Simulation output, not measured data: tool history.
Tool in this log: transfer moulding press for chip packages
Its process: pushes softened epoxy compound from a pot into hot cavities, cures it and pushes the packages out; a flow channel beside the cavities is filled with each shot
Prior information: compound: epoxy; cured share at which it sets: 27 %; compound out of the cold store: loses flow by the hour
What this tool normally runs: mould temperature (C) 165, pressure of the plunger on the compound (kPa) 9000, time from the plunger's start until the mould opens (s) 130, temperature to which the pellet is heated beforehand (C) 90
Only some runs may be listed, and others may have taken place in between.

run   hour  mould temperature (C)  pressure of the plunger on the compound (kPa)  time from the plunger's start until the mould opens (s)  temperature to which the pellet is heated beforehand (C)  incoming compound's hours out of the cold store  length that the compound runs in the flow channel (mm)  greatest force on the pins that push the packages out (N)
  1    0.0                    165                                           9000                                                      130                                                        90                                             30.6                                                     789                                                        446
      23.0  -- cavities cleaned with cleaning compound and waxed
  2   37.5                    165                                           9000                                                      130                                                        90                                             12.6                                                     865                                                        418
  3   53.1                    165                                           9000                                                      130                                                        90                                             21.3                                                     829                                                        470
      73.1  -- plunger's sealing rings changed
      80.1  -- cavities cleaned with cleaning compound and waxed
  4   89.4                    165                                           9000                                                      130                                                        90                                             32.9                                                     801                                                        383
  5  112.2                    165                                           9000                                                      130                                                        90                                             29.6                                                     817                                                        448
     134.9  -- cavities cleaned with cleaning compound and waxed
  6  138.0                    165                                           9000                                                      130                                                        90                                             21.2                                                     851                                                        348
  7  168.0                    160                                           9000                                                      130                                                        90                                             25.7                                                     847                                                        582
     188.8  -- cavities cleaned with cleaning compound and waxed
  8  195.2                    165                                           7550                                                      130                                                        90                                             43.7                                                     686                                                        399
  9  226.4                    165                                           7550                                                      130                                                        90                                             37.4                                                     708                                                        481
     243.3  -- cavities cleaned with cleaning compound and waxed
 10  259.3                    171                                           7550                                                      130                                                        90                                             27.0                                                     729                                                        385
 11  279.0                    165                                           9000                                                      130                                                        90                                             37.2                                                     770                                                        452
     299.9  -- cavities cleaned with cleaning compound and waxed
 12  315.5                    165                                           9000                                                      130                                                        90                                             10.9                                                     879                                                        425
 13  334.5                    165                                           9000                                                      130                                                        91                                              8.6                                                     894                                                        478
     354.8  -- cavities cleaned with cleaning compound and waxed
 14  360.2                    165                                           9000                                                      130                                                        84                                             42.6                                                     747                                                        372
 15  391.3                    172                                           9600                                                      117                                                        86                                             45.6                                                     732                                                        445
     408.7  -- cavities cleaned with cleaning compound and waxed
 16  418.3                    163                                           7030                                                      111                                                        85                                             40.9                                                     672                                                        498
 17  443.8                    158                                          10820                                                      130                                                       100                                             45.3                                                     826                                                        639
     462.3  -- cavities cleaned with cleaning compound and waxed
 18  468.2                    161                                           9000                                                      130                                                        87                                             39.6                                                     764                                                        427
     480.9  -- plunger's sealing rings changed
 19  502.8                    165                                           7820                                                      130                                                        96                                             33.2                                                     746                                                        476
     518.9  -- cavities cleaned with cleaning compound and waxed
 20  526.1                    165                                           7820                                                      130                                                        96                                             22.6                                                     792                                                        386
 21  562.6                    165                                           7820                                                      130                                                        96                                             27.5                                                     766                                                        520
     573.3  -- cavities cleaned with cleaning compound and waxed
 22  590.8                    165                                           7820                                                      130                                                        96                                             16.9                                                     810                                                        407
 23  607.4                    165                                           7820                                                      130                                                        96                                             34.2                                                     735                                                        441
     626.7  -- cavities cleaned with cleaning compound and waxed
 24  630.2                    159                                           9000                                                      152                                                        90                                             26.2                                                     844                                                        422
 25  664.6                    159                                           9000                                                      152                                                        90                                              8.6                                                     930                                                        531
     682.0  -- cavities cleaned with cleaning compound and waxed
 26  687.5                    165                                           9630                                                      124                                                        90                                             12.0                                                     916                                                        405
 27  703.6                    165                                           9630                                                      124                                                        90                                             14.0                                                     905                                                        468
     736.2  -- cavities cleaned with cleaning compound and waxed
 28  736.2                    166                                           8950                                                      138                                                        90                                             39.6                                                     755                                                        339

Below, some changes in length that the compound runs in the flow channel (mm) between adjacent runs. For each, the amount present without the hidden state too (settings, incoming material, random variation) and the amount remaining for the hidden state with gauge scatter not shared by both compared results:
Unlogged tool condition in this case: true mould temperature over the reading, C; pressure that reaches the compound, % of what is set; grip of the stained cavities, % over clean ones'; drift of the gauge itself on flow_mm, %; drift of the gauge itself on push_out_n, %.
Run 3 -> 4: plunger's sealing rings changed, cavities cleaned with cleaning compound and waxed. length that the compound runs in the flow channel (mm) -28: hidden state +25, all else -53.
Run 7 -> 8: mould temperature (C) 160 -> 165, pressure of the plunger on the compound (kPa) 9000 -> 7550, cavities cleaned with cleaning compound and waxed. length that the compound runs in the flow channel (mm) -161: hidden state +0, all else -161.
Run 16 -> 17: mould temperature (C) 163 -> 158, pressure of the plunger on the compound (kPa) 7030 -> 10820, time from the plunger's start until the mould opens (s) 111 -> 130, temperature to which the pellet is heated beforehand (C) 85 -> 100. length that the compound runs in the flow channel (mm) +154: hidden state -6, all else +160.
Run 18 -> 19: mould temperature (C) 161 -> 165, pressure of the plunger on the compound (kPa) 9000 -> 7820, temperature to which the pellet is heated beforehand (C) 87 -> 96, plunger's sealing rings changed. length that the compound runs in the flow channel (mm) -18: hidden state +27, all else -45.

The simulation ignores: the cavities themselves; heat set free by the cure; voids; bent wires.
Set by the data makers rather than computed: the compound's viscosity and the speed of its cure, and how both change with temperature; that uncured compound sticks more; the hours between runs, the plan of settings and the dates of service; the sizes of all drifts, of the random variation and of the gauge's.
